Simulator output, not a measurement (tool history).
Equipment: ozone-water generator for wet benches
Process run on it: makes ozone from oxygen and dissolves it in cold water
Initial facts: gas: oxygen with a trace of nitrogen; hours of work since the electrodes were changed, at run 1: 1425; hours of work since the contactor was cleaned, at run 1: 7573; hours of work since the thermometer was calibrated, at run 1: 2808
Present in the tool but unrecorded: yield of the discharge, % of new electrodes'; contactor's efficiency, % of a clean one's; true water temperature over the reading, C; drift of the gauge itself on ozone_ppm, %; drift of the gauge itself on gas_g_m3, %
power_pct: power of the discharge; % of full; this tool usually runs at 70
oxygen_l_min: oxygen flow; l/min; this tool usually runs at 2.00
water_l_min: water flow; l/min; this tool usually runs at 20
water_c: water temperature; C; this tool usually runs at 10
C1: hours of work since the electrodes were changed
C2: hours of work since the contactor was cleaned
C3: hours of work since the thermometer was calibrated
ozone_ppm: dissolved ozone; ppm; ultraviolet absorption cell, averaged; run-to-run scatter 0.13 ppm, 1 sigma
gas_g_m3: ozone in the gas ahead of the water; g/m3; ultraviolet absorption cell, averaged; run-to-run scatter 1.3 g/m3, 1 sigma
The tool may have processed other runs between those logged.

{"run": 1, "hour": 0.0, "power_pct": 70, "oxygen_l_min": 2.0, "water_l_min": 20, "water_c": 10, "C1": 1425, "C2": 7573, "C3": 2808, "ozone_ppm": 14.6, "gas_g_m3": 229.9}
{"run": 2, "hour": 29.5, "power_pct": 70, "oxygen_l_min": 2.0, "water_l_min": 20, "water_c": 10, "C1": 1450, "C2": 7598, "C3": 2834, "ozone_ppm": 14.2, "gas_g_m3": 229.7}
{"run": 3, "hour": 69.6, "power_pct": 70, "oxygen_l_min": 1.36, "water_l_min": 20, "water_c": 10, "C1": 1485, "C2": 7633, "C3": 2868, "ozone_ppm": 12.0, "gas_g_m3": 265.8}
{"run": 4, "hour": 113.1, "power_pct": 70, "oxygen_l_min": 1.36, "water_l_min": 20, "water_c": 10, "C1": 1522, "C2": 7670, "C3": 2906, "ozone_ppm": 11.9, "gas_g_m3": 265.5}
{"run": 5, "hour": 133.1, "power_pct": 70, "oxygen_l_min": 2.0, "water_l_min": 20, "water_c": 10, "C1": 1539, "C2": 7687, "C3": 2923, "ozone_ppm": 14.3, "gas_g_m3": 229.7}
{"run": 6, "hour": 166.9, "power_pct": 70, "oxygen_l_min": 2.0, "water_l_min": 20, "water_c": 10, "C1": 1569, "C2": 7716, "C3": 2952, "ozone_ppm": 14.3, "gas_g_m3": 232.3}
{"run": 7, "hour": 205.1, "power_pct": 70, "oxygen_l_min": 2.0, "water_l_min": 20, "water_c": 12, "C1": 1601, "C2": 7749, "C3": 2985, "ozone_ppm": 14.0, "gas_g_m3": 229.1}
{"run": 8, "hour": 244.4, "power_pct": 56, "oxygen_l_min": 2.0, "water_l_min": 20, "water_c": 10, "C1": 1635, "C2": 7783, "C3": 3019, "ozone_ppm": 12.4, "gas_g_m3": 200.3}
{"run": 9, "hour": 281.3, "power_pct": 56, "oxygen_l_min": 2.0, "water_l_min": 20, "water_c": 10, "C1": 1667, "C2": 7815, "C3": 3050, "ozone_ppm": 12.3, "gas_g_m3": 199.0}
{"run": 10, "hour": 300.3, "power_pct": 70, "oxygen_l_min": 2.0, "water_l_min": 20, "water_c": 6, "C1": 1683, "C2": 7831, "C3": 3067, "ozone_ppm": 14.5, "gas_g_m3": 228.4}
{"run": 11, "hour": 327.2, "power_pct": 70, "oxygen_l_min": 2.0, "water_l_min": 20, "water_c": 10, "C1": 1706, "C2": 7854, "C3": 3090, "ozone_ppm": 14.4, "gas_g_m3": 229.5}
{"run": 12, "hour": 352.9, "power_pct": 70, "oxygen_l_min": 2.0, "water_l_min": 20, "water_c": 10, "C1": 1729, "C2": 7876, "C3": 3112, "ozone_ppm": 14.0, "gas_g_m3": 229.7}
{"run": 13, "hour": 384.9, "power_pct": 70, "oxygen_l_min": 2.0, "water_l_min": 20, "water_c": 10, "C1": 1756, "C2": 7904, "C3": 3139, "ozone_ppm": 14.1, "gas_g_m3": 229.0}
{"run": 14, "hour": 410.6, "power_pct": 70, "oxygen_l_min": 2.0, "water_l_min": 20, "water_c": 10, "C1": 1778, "C2": 7926, "C3": 3162, "ozone_ppm": 14.1, "gas_g_m3": 229.1}
{"run": 15, "hour": 438.4, "power_pct": 70, "oxygen_l_min": 2.0, "water_l_min": 23, "water_c": 10, "C1": 1802, "C2": 7950, "C3": 3186, "ozone_ppm": 12.4, "gas_g_m3": 228.1}
{"run": 16, "hour": 479.0, "power_pct": 70, "oxygen_l_min": 2.0, "water_l_min": 20, "water_c": 10, "C1": 1837, "C2": 7985, "C3": 3220, "ozone_ppm": 14.2, "gas_g_m3": 229.8}
{"run": 17, "hour": 501.1, "power_pct": 70, "oxygen_l_min": 2.0, "water_l_min": 20, "water_c": 10, "C1": 1856, "C2": 8004, "C3": 3239, "ozone_ppm": 14.2, "gas_g_m3": 228.2}
{"run": 18, "hour": 545.2, "power_pct": 70, "oxygen_l_min": 2.0, "water_l_min": 20, "water_c": 10, "C1": 1894, "C2": 8042, "C3": 3277, "ozone_ppm": 14.2, "gas_g_m3": 229.1}
{"run": 19, "hour": 570.3, "power_pct": 70, "oxygen_l_min": 2.0, "water_l_min": 20, "water_c": 10, "C1": 1916, "C2": 8064, "C3": 3299, "ozone_ppm": 13.8, "gas_g_m3": 230.7}
{"run": 20, "hour": 590.5, "power_pct": 70, "oxygen_l_min": 2.0, "water_l_min": 20, "water_c": 10, "C1": 1933, "C2": 8081, "C3": 3316, "ozone_ppm": 14.1, "gas_g_m3": 229.3}
{"run": 21, "hour": 628.4, "power_pct": 66, "oxygen_l_min": 1.18, "water_l_min": 29, "water_c": 5, "C1": 1966, "C2": 8114, "C3": 3349, "ozone_ppm": 7.0, "gas_g_m3": 265.9}
{"run": 22, "hour": 669.8, "power_pct": 64, "oxygen_l_min": 1.35, "water_l_min": 27, "water_c": 6, "C1": 2001, "C2": 8149, "C3": 3385, "ozone_ppm": 8.1, "gas_g_m3": 249.1}
{"run": 23, "hour": 706.4, "power_pct": 64, "oxygen_l_min": 1.35, "water_l_min": 27, "water_c": 6, "C1": 2033, "C2": 8181, "C3": 3416, "ozone_ppm": 8.3, "gas_g_m3": 249.7}
{"run": 24, "hour": 735.4, "power_pct": 64, "oxygen_l_min": 1.35, "water_l_min": 27, "water_c": 6, "C1": 2058, "C2": 8206, "C3": 3441, "ozone_ppm": 8.3, "gas_g_m3": 246.4}
{"run": 25, "hour": 769.7, "power_pct": 70, "oxygen_l_min": 2.0, "water_l_min": 24, "water_c": 6, "C1": 2087, "C2": 8235, "C3": 3471, "ozone_ppm": 12.3, "gas_g_m3": 227.2}
{"run": 26, "hour": 789.5, "power_pct": 45, "oxygen_l_min": 2.0, "water_l_min": 20, "water_c": 11, "C1": 2104, "C2": 8252, "C3": 3488, "ozone_ppm": 10.4, "gas_g_m3": 173.8}
{"run": 27, "hour": 812.5, "power_pct": 45, "oxygen_l_min": 2.0, "water_l_min": 20, "water_c": 11, "C1": 2124, "C2": 8272, "C3": 3508, "ozone_ppm": 10.5, "gas_g_m3": 174.6}
{"run": 28, "hour": 857.1, "power_pct": 45, "oxygen_l_min": 2.0, "water_l_min": 20, "water_c": 11, "C1": 2163, "C2": 8310, "C3": 3546, "ozone_ppm": 10.7, "gas_g_m3": 172.9}
{"run": 29, "hour": 880.8, "power_pct": 54, "oxygen_l_min": 2.25, "water_l_min": 22, "water_c": 11, "C1": 2183, "C2": 8331, "C3": 3566, "ozone_ppm": 11.6, "gas_g_m3": 187.8}
{"run": 30, "hour": 924.0, "power_pct": 54, "oxygen_l_min": 2.25, "water_l_min": 22, "water_c": 11, "C1": 2220, "C2": 8368, "C3": 3603, "ozone_ppm": 11.4, "gas_g_m3": 186.0}
{"run": 31, "hour": 968.3, "power_pct": 54, "oxygen_l_min": 2.25, "water_l_min": 22, "water_c": 11, "C1": 2258, "C2": 8406, "C3": 3642, "ozone_ppm": 11.4, "gas_g_m3": 186.1}
{"run": 32, "hour": 987.0, "power_pct": 71, "oxygen_l_min": 2.0, "water_l_min": 19, "water_c": 10, "C1": 2274, "C2": 8422, "C3": 3658, "ozone_ppm": 14.8, "gas_g_m3": 229.2}
{"run": 33, "hour": 1022.5, "power_pct": 70, "oxygen_l_min": 1.14, "water_l_min": 20, "water_c": 9, "C1": 2305, "C2": 8453, "C3": 3688, "ozone_ppm": 10.7, "gas_g_m3": 275.0}

Forecast each of these 4 alternatives for the next run:
{"run": "A", "hour": 1066.9, "power_pct": 70, "oxygen_l_min": 1.14, "water_l_min": 20, "water_c": 7, "C1": 2343, "C2": 8491, "C3": 3727, "ozone_ppm": "?", "gas_g_m3": "?"}
{"run": "B", "hour": 1066.9, "power_pct": 40, "oxygen_l_min": 1.55, "water_l_min": 15, "water_c": 9, "C1": 2343, "C2": 8491, "C3": 3727, "ozone_ppm": "?", "gas_g_m3": "?"}
{"run": "C", "hour": 1066.9, "power_pct": 48, "oxygen_l_min": 1.16, "water_l_min": 20, "water_c": 5, "C1": 2343, "C2": 8491, "C3": 3727, "ozone_ppm": "?", "gas_g_m3": "?"}
{"run": "D", "hour": 1066.9, "power_pct": 70, "oxygen_l_min": 2.0, "water_l_min": 17, "water_c": 10, "C1": 2343, "C2": 8491, "C3": 3727, "ozone_ppm": "?", "gas_g_m3": "?"}

run=A ozone_ppm=10.8 gas_g_m3=275.9
run=B ozone_ppm=11.5 gas_g_m3=176.3
run=C ozone_ppm=8.7 gas_g_m3=218.3
run=D ozone_ppm=16.1 gas_g_m3=223.9
What these runs would have given with no unlogged condition in the tool:
run=A ozone_ppm=11.6 gas_g_m3=286.2
run=B ozone_ppm=12.2 gas_g_m3=180.5
run=C ozone_ppm=9.3 gas_g_m3=224.5
run=D ozone_ppm=17.3 gas_g_m3=232.3
